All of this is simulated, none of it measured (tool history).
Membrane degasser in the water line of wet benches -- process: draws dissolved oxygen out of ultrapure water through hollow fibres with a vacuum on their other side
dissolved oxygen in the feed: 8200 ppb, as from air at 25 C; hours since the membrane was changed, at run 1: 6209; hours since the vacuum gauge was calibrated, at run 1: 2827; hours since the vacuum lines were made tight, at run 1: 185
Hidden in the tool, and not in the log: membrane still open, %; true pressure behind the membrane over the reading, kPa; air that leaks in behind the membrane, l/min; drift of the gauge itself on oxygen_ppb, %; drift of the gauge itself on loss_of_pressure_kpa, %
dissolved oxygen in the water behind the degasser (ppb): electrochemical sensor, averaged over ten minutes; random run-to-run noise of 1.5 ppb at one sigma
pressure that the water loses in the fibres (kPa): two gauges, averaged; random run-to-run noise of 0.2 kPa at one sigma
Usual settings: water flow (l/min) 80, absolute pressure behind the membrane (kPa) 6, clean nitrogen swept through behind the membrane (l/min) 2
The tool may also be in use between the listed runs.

| run | hour | water flow (l/min) | absolute pressure behind the membrane (kPa) | clean nitrogen swept through behind the membrane (l/min) | hours since the membrane was changed | hours since the vacuum gauge was calibrated | hours since the vacuum lines were made tight | dissolved oxygen in the water behind the degasser (ppb) | pressure that the water loses in the fibres (kPa) |
|---|---|---|---|---|---|---|---|---|---|
| 1 | 0 | 80 | 6 | 2 | 6209 | 2827 | 185 | 231.8 | 46.38 |
| 2 | 102.7 | 80 | 6 | 2 | 6312 | 2929 | 288 | 229.6 | 46.12 |
| 3 | 180.8 | 80 | 6 | 2 | 6390 | 3008 | 366 | 230.6 | 45.95 |
| 4 | 285.1 | 80 | 6 | 2 | 6494 | 3112 | 470 | 231.1 | 46.12 |
| 5 | 406.5 | 80 | 6 | 2 | 6616 | 3233 | 592 | 227.4 | 46.02 |
| 6 | 538.5 | 80 | 6 | 2 | 6748 | 3365 | 724 | 228.1 | 46.12 |
| 7 | 633.8 | 80 | 6 | 2 | 6843 | 3461 | 819 | 231.4 | 46.29 |
| 8 | 772.9 | 80 | 10.65 | 2 | 6982 | 3600 | 958 | 568.2 | 46.27 |
| 9 | 857.7 | 80 | 10.65 | 2 | 7067 | 3684 | 1043 | 574.4 | 46.54 |
| 10 | 1014 | 74 | 6 | 2 | 7223 | 3841 | 1199 | 213.6 | 43.17 |
| 11 | 1097.4 | 74 | 6 | 2 | 7307 | 3924 | 1282 | 214.2 | 42.82 |
| 12 | 1175.4 | 80 | 9.29 | 2 | 7385 | 4002 | 1360 | 471.8 | 46.16 |
| 13 | 1291.6 | 80 | 9.29 | 2 | 7501 | 4118 | 1477 | 477.6 | 45.98 |
| 14 | 1422.1 | 80 | 10.69 | 2 | 7631 | 4249 | 1607 | 580.2 | 46.01 |
| 15 | 1531.4 | 80 | 10.69 | 2 | 7741 | 4358 | 1716 | 584 | 46.32 |

The next listed run, before its measurement:
| 16 | 1677.8 | 80 | 9.77 | 0.87 | 7887 | 4505 | 1863 | ? | ? |

{"run 16": {"dissolved oxygen in the water behind the degasser (ppb)": 909, "pressure that the water loses in the fibres (kPa)": 46.14}}
Minus the tool's unlogged condition, the same run would have read dissolved oxygen in the water behind the degasser (ppb) 908.9, pressure that the water loses in the fibres (kPa) 46.13.
